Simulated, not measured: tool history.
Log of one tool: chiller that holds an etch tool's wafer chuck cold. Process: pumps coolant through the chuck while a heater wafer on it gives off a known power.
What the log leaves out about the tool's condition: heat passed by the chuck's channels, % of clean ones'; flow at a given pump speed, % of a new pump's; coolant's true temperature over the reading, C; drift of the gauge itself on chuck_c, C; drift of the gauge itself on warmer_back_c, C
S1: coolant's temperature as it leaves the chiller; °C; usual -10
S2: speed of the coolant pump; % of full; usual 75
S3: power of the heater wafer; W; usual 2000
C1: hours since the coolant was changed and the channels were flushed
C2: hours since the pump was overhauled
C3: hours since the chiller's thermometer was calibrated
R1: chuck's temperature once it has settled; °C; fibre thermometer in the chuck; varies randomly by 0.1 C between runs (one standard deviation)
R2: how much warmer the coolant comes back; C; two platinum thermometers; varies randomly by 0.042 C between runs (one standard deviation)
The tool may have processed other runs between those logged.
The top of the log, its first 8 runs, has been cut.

run	day	S1	S2	S3	C1	C2	C3	R1	R2
# day 31.217: chiller's thermometer calibrated
9	33.933	-10	89	2000	189	2176	65	6.4	8.4
10	38.008	-10	89	2000	287	2274	163	6.4	8.47
11	42.092	-10	89	2000	385	2372	261	6.6	8.5
12	45.179	-6	89	2000	459	2446	335	10.4	8.55
13	48.812	-6	89	1474	546	2533	422	6.2	6.26
14	53.004	-19	89	1474	647	2634	523	-6.7	6.22
15	56.679	-19	89	1474	735	2722	611	-6.8	6.3
16	60.362	-19	89	1474	823	2810	699	-6.7	6.28
17	63.921	-19	79	1118	909	2896	785	-8.8	5.41
18	68.325	-19	79	1118	1015	3001	891	-9	5.47
19	71.146	-18	61	1118	1082	3069	958	-5.8	6.87
20	74.117	-8	81	1549	1154	3140	1030	5.6	7.28
21	76.671	-8	81	1549	1215	3202	1091	5.9	7.33
22	79.675	-8	81	1549	1287	3274	1163	5.8	7.34
23	85.138	-10	78	1498	1418	3405	1294	3.6	7.37
24	88.6	-3	87	1332	1501	3488	1377	8.3	5.95
25	93.492	-1	77	1332	1619	3605	1495	11.2	6.69
26	98.521	-10	94	2777	1739	3726	1615	11.9	11.37
27	103.525	-14	83	1802	1859	3846	1735	1.5	8.35
28	108.321	-4	75	1428	1975	3961	1851	9.5	7.35
29	110.621	-8	69	1856	2030	4017	1906	10.6	10.25
30	115.112	-8	80	1134	2138	4124	2014	2	5.59
31	119.738	-10	88	1973	2249	4235	2124	6.5	8.63

Alternative continuations, all from the tool just after run 31; predict every row:
A	123.154	-19	90	1056	2330	4317	2206	?	?
B	123.154	-10	76	1973	2330	4317	2206	?	?
C	123.154	-10	93	2000	2330	4317	2206	?	?
D	123.154	-10	67	1416	2330	4317	2206	?	?
E	123.154	-12	62	1374	2330	4317	2206	?	?

run	R1	R2
A	-10.4	4.72
B	8.3	9.94
C	6.1	8.32
D	4.3	8.12
E	2.8	8.5
Without the tool's hidden state the same runs would have given:
run	R1	R2
A	-10.4	4.36
B	8.3	9.58
C	6.1	7.96
D	4.3	7.76
E	2.8	8.14

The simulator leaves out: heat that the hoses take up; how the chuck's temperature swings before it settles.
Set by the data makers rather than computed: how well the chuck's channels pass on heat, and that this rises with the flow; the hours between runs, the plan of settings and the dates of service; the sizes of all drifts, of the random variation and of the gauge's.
